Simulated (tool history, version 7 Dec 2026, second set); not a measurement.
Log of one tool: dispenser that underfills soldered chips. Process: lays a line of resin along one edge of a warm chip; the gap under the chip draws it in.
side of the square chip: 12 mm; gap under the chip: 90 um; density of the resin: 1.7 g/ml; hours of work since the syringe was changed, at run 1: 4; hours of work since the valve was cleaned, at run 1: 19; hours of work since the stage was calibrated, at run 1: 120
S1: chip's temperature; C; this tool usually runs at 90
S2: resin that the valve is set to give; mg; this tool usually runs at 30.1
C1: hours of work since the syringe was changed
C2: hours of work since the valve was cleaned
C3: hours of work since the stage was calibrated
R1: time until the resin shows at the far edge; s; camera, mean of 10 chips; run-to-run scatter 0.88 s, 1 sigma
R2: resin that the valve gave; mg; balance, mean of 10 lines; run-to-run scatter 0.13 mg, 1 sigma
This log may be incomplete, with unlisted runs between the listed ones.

| run | hour | S1 | S2 | C1 | C2 | C3 | R1 | R2 |
|---|---|---|---|---|---|---|---|---|
| 1 | 0.0 | 90 | 30.1 | 4 | 19 | 120 | 114.5 | 29.93 |
| 2 | 5.0 | 86 | 30.1 | 7 | 22 | 123 | 166.5 | 29.60 |
| 3 | 8.0 | 86 | 30.1 | 9 | 24 | 125 | 191.9 | 29.81 |
|  | 11.8 | new syringe of resin |
| 4 | 13.0 | 90 | 30.1 | 1 | 26 | 128 | 86.9 | 29.71 |
| 5 | 18.5 | 90 | 30.1 | 4 | 30 | 132 | 110.2 | 29.46 |
| 6 | 24.6 | 104 | 30.1 | 8 | 34 | 135 | 91.5 | 29.13 |
| 7 | 27.7 | 90 | 37.8 | 10 | 36 | 137 | 166.6 | 36.80 |
|  | 30.5 | new syringe of resin |
| 8 | 32.1 | 90 | 37.8 | 1 | 38 | 140 | 87.6 | 36.71 |
| 9 | 38.1 | 90 | 37.8 | 5 | 42 | 143 | 113.2 | 36.77 |
| 10 | 41.2 | 90 | 30.1 | 7 | 44 | 145 | 136.7 | 29.36 |
| 11 | 44.9 | 90 | 30.1 | 9 | 46 | 148 | 160.0 | 29.16 |
|  | 49.3 | new syringe of resin |
| 12 | 51.1 | 90 | 30.1 | 1 | 50 | 151 | 89.0 | 29.19 |
| 13 | 55.4 | 90 | 30.1 | 4 | 52 | 154 | 110.5 | 29.16 |
| 14 | 61.0 | 90 | 30.1 | 7 | 56 | 157 | 143.0 | 29.11 |
| 15 | 64.0 | 87 | 30.1 | 9 | 58 | 159 | 182.8 | 29.06 |
|  | 68.0 | new syringe of resin |
| 16 | 71.0 | 90 | 28.9 | 2 | 62 | 163 | 97.9 | 27.75 |
|  | 72.3 | dispensing valve cleaned and set on the balance |
| 17 | 76.9 | 90 | 28.9 | 5 | 3 | 166 | 117.7 | 28.72 |
| 18 | 80.9 | 90 | 28.9 | 7 | 5 | 169 | 147.1 | 28.53 |
| 19 | 85.6 | 90 | 28.9 | 10 | 8 | 172 | 182.1 | 28.82 |
|  | 87.8 | new syringe of resin |
| 20 | 90.7 | 99 | 29.4 | 2 | 11 | 175 | 67.8 | 29.02 |
| 21 | 94.8 | 82 | 25.8 | 4 | 14 | 177 | 163.6 | 25.56 |
| 22 | 100.6 | 101 | 34.3 | 8 | 17 | 181 | 97.1 | 33.77 |
| 23 | 103.5 | 86 | 36.3 | 10 | 19 | 183 | 189.6 | 35.73 |
|  | 106.6 | new syringe of resin |
| 24 | 106.6 | 86 | 29.7 | 0 | 21 | 184 | 94.7 | 29.35 |
| 25 | 112.7 | 76 | 28.5 | 4 | 25 | 188 | 190.7 | 28.03 |
| 26 | 119.0 | 76 | 28.5 | 8 | 29 | 192 | 253.2 | 27.86 |

Consider 5 possible next runs. They are alternatives, not a sequence: every one starts from the tool as it was left by run 26. What does each give?
| A | 122.8 | 96 | 38.9 | 10 | 31 | 195 | ? | ? |
| B | 122.8 | 93 | 30.0 | 10 | 31 | 195 | ? | ? |
| C | 122.8 | 98 | 34.9 | 10 | 31 | 195 | ? | ? |
| D | 122.8 | 77 | 38.8 | 10 | 31 | 195 | ? | ? |
| E | 122.8 | 78 | 32.2 | 10 | 31 | 195 | ? | ? |

| run | R1 | R2 |
|---|---|---|
| A | 132.2 | 38.14 |
| B | 153.5 | 29.45 |
| C | 125.2 | 34.09 |
| D | 275.5 | 37.78 |
| E | 267.6 | 31.62 |
Stripped of hidden state, with their random variation kept, the same runs would have yielded:
| run | R1 | R2 |
|---|---|---|
| A | 63.7 | 39.02 |
| B | 73.8 | 30.12 |
| C | 60.0 | 34.88 |
| D | 133.1 | 38.65 |
| E | 129.0 | 32.35 |

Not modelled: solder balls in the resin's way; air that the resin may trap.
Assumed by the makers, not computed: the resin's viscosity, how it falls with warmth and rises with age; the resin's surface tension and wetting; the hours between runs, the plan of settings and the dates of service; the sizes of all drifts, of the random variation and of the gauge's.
